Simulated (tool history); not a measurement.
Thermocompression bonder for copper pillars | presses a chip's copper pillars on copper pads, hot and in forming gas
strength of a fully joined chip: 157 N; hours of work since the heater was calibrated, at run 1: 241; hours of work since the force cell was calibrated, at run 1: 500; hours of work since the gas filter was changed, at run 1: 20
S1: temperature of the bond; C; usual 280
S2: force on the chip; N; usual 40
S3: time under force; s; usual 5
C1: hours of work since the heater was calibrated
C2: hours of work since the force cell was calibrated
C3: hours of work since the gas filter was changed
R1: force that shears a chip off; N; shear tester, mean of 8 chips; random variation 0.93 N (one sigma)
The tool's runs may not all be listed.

Run 1, hour 0.0: usual settings; C1 241; C2 500; C3 20. Result: R1 76.6 N.
Run 2, hour 30.9: usual settings; C1 261; C2 520; C3 39. Result: R1 80.3 N.
Run 3, hour 102.6: usual settings but S2 48 N; C1 305; C2 564; C3 84. Result: R1 86.7 N.
Run 4, hour 154.5: usual settings but S3 14 s; C1 338; C2 597; C3 116. Result: R1 106.0 N.
Run 5, hour 194.3: usual settings but S3 3 s; C1 362; C2 621; C3 141. Result: R1 65.8 N.
At hour 210.6: forming gas filter changed.
Run 6, hour 250.3: usual settings but S2 53 N; C1 397; C2 656; C3 25. Result: R1 92.7 N.
Run 7, hour 303.7: usual settings but S2 53 N; C1 430; C2 689; C3 58. Result: R1 90.2 N.
Run 8, hour 352.1: usual settings but S2 53 N; C1 460; C2 719; C3 88. Result: R1 93.2 N.
Run 9, hour 401.5: usual settings but S2 53 N; C1 491; C2 750; C3 119. Result: R1 89.8 N.
Run 10, hour 436.2: usual settings but S2 53 N; C1 513; C2 772; C3 141. Result: R1 90.9 N.
At hour 450.9: forming gas filter changed.
Run 11, hour 474.6: usual settings but S2 53 N; C1 536; C2 795; C3 15. Result: R1 89.7 N.
At hour 507.4: heater calibrated with a thermocouple chip.
Run 12, hour 543.4: usual settings but S2 53 N; C1 22; C2 837; C3 56. Result: R1 90.5 N.
Run 13, hour 581.5: usual settings but S2 53 N; C1 46; C2 861; C3 80. Result: R1 90.3 N.
Run 14, hour 615.1: usual settings; C1 67; C2 881; C3 101. Result: R1 79.2 N.
Run 15, hour 660.8: usual settings but S2 53 N; C1 96; C2 910; C3 129. Result: R1 90.6 N.
At hour 692.6: forming gas filter changed.
Run 16, hour 698.6: usual settings but S2 53 N; C1 119; C2 933; C3 4. Result: R1 92.1 N.
Run 17, hour 732.4: usual settings but S1 305 C, S3 3 s; C1 140; C2 954; C3 25. Result: R1 86.6 N.
Run 18, hour 798.4: usual settings but S1 305 C, S3 3 s; C1 181; C2 995; C3 66. Result: R1 86.1 N.

Run 19 comes next. What will it give?
Run 19, hour 845.7: usual settings but S1 296 C, S2 30 N, S3 7 s; C1 210; C2 1025; C3 95. Result: R1 ?.

R1: 93.1 N
Without the tool's hidden state the same run would have given R1 93.6 N.
